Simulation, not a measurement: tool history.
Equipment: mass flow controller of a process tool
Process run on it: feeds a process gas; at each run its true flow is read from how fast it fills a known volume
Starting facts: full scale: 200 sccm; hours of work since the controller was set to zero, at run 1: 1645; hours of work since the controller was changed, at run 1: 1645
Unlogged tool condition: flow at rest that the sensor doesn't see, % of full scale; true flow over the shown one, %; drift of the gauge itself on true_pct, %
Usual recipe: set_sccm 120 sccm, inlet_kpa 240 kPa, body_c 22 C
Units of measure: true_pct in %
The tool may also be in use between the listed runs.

run	hour	set_sccm	inlet_kpa	body_c	hours of work since the controller was set to zero	hours of work since the controller was changed	true_pct
1	0.0	120	240	22	1645	1645	100.56
2	53.6	120	240	22	1670	1670	100.61
3	153.6	120	240	22	1716	1716	100.39
4	236.2	58	240	22	1754	1754	100.82
5	329.5	58	240	22	1797	1797	100.99
6	415.0	58	240	22	1836	1836	101.02
7	483.8	58	240	22	1868	1868	100.97
8	548.4	120	240	34	1898	1898	101.74
9	599.7	120	240	34	1921	1921	101.90
10	700.1	120	240	34	1968	1968	101.84
11	765.6	120	240	34	1998	1998	101.87
12	869.1	120	240	22	2045	2045	100.73
13	954.2	120	240	22	2085	2085	100.76
14	1047.0	120	240	22	2127	2127	100.77
15	1108.2	120	240	22	2156	2156	100.62
16	1185.0	120	240	26	2191	2191	101.22
17	1283.8	120	240	28	2237	2237	101.48
18	1375.9	142	141	28	2279	2279	101.09
19	1464.7	142	141	28	2320	2320	101.14
20	1508.6	44	259	34	2340	2340	103.13
21	1571.9	90	240	22	2369	2369	101.02
22	1639.5	90	240	22	2400	2400	100.95
23	1695.8	190	240	30	2426	2426	101.51
24	1773.9	190	259	36	2462	2462	102.13
25	1823.1	89	240	23	2485	2485	101.16
26	1899.0	70	240	22	2520	2520	101.32
27	1989.8	70	240	22	2562	2562	101.41
28	2046.4	24	173	22	2588	2588	103.88
29	2106.0	24	173	22	2615	2615	103.90
30	2199.0	43	266	23	2658	2658	102.40
31	2299.5	43	241	23	2704	2704	102.40

Forecast each of these 5 alternatives for the next run:
A	2388.7	93	151	22	2745	2745	?
B	2388.7	148	211	25	2745	2745	?
C	2388.7	94	162	34	2745	2745	?
D	2388.7	43	151	23	2745	2745	?
E	2388.7	43	241	29	2745	2745	?

run	true_pct
A	100.96
B	101.14
C	102.12
D	102.23
E	103.05
Had the tool no hidden state, the same runs would have come out as:
run	true_pct
A	99.33
B	99.91
C	100.50
D	99.33
E	100.15
